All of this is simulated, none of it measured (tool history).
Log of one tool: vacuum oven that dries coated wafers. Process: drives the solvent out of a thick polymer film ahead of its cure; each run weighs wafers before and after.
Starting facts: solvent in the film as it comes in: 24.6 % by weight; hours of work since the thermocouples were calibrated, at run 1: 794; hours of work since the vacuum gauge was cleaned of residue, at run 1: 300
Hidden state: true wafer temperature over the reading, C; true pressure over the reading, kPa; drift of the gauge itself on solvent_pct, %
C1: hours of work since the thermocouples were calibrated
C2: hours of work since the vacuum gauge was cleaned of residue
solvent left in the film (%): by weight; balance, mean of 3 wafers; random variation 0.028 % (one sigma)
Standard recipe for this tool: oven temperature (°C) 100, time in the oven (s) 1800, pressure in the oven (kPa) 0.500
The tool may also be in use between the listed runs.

run 1 hour=0.0 | oven_temperature_(°C)=100 time_in_the_oven_(s)=1800 pressure_in_the_oven_(kPa)=0.500 | C1=794 C2=300 | solvent_left_in_the_film_(%)=1.36
run 2 hour=27.3 | oven_temperature_(°C)=100 time_in_the_oven_(s)=1560 pressure_in_the_oven_(kPa)=0.500 | C1=808 C2=314 | solvent_left_in_the_film_(%)=1.93
run 3 hour=49.6 | oven_temperature_(°C)=100 time_in_the_oven_(s)=1560 pressure_in_the_oven_(kPa)=0.500 | C1=819 C2=326 | solvent_left_in_the_film_(%)=1.91
run 4 hour=87.7 | oven_temperature_(°C)=100 time_in_the_oven_(s)=1560 pressure_in_the_oven_(kPa)=0.500 | C1=839 C2=346 | solvent_left_in_the_film_(%)=1.98
run 5 hour=118.5 | oven_temperature_(°C)=100 time_in_the_oven_(s)=1560 pressure_in_the_oven_(kPa)=1.083 | C1=855 C2=361 | solvent_left_in_the_film_(%)=2.20
run 6 hour=135.4 | oven_temperature_(°C)=100 time_in_the_oven_(s)=2280 pressure_in_the_oven_(kPa)=0.500 | C1=863 C2=370 | solvent_left_in_the_film_(%)=0.86
run 7 hour=161.6 | oven_temperature_(°C)=106 time_in_the_oven_(s)=2280 pressure_in_the_oven_(kPa)=0.500 | C1=877 C2=384 | solvent_left_in_the_film_(%)=0.37
run 8 hour=189.4 | oven_temperature_(°C)=106 time_in_the_oven_(s)=1200 pressure_in_the_oven_(kPa)=0.500 | C1=891 C2=398 | solvent_left_in_the_film_(%)=1.65
run 9 hour=223.2 | oven_temperature_(°C)=99 time_in_the_oven_(s)=1800 pressure_in_the_oven_(kPa)=0.500 | C1=909 C2=415 | solvent_left_in_the_film_(%)=1.59
run 10 hour=240.2 | oven_temperature_(°C)=99 time_in_the_oven_(s)=1320 pressure_in_the_oven_(kPa)=0.832 | C1=917 C2=424 | solvent_left_in_the_film_(%)=3.10

Alternative continuations, all from the tool just after run 10; predict every row:
run A hour=260.6 | oven_temperature_(°C)=105 time_in_the_oven_(s)=1680 pressure_in_the_oven_(kPa)=0.500 | C1=928 C2=435 | solvent_left_in_the_film_(%)=?
run B hour=260.6 | oven_temperature_(°C)=86 time_in_the_oven_(s)=1800 pressure_in_the_oven_(kPa)=1.048 | C1=928 C2=435 | solvent_left_in_the_film_(%)=?
run C hour=260.6 | oven_temperature_(°C)=99 time_in_the_oven_(s)=3120 pressure_in_the_oven_(kPa)=1.858 | C1=928 C2=435 | solvent_left_in_the_film_(%)=?
run D hour=260.6 | oven_temperature_(°C)=85 time_in_the_oven_(s)=1080 pressure_in_the_oven_(kPa)=0.756 | C1=928 C2=435 | solvent_left_in_the_film_(%)=?

run=A solvent_left_in_the_film_(%)=0.85
run=B solvent_left_in_the_film_(%)=6.23
run=C solvent_left_in_the_film_(%)=1.15
run=D solvent_left_in_the_film_(%)=10.24
With the hidden condition removed and each run's random variation left untouched, the same runs would have given:
run=A solvent_left_in_the_film_(%)=0.94
run=B solvent_left_in_the_film_(%)=6.67
run=C solvent_left_in_the_film_(%)=1.17
run=D solvent_left_in_the_film_(%)=10.68
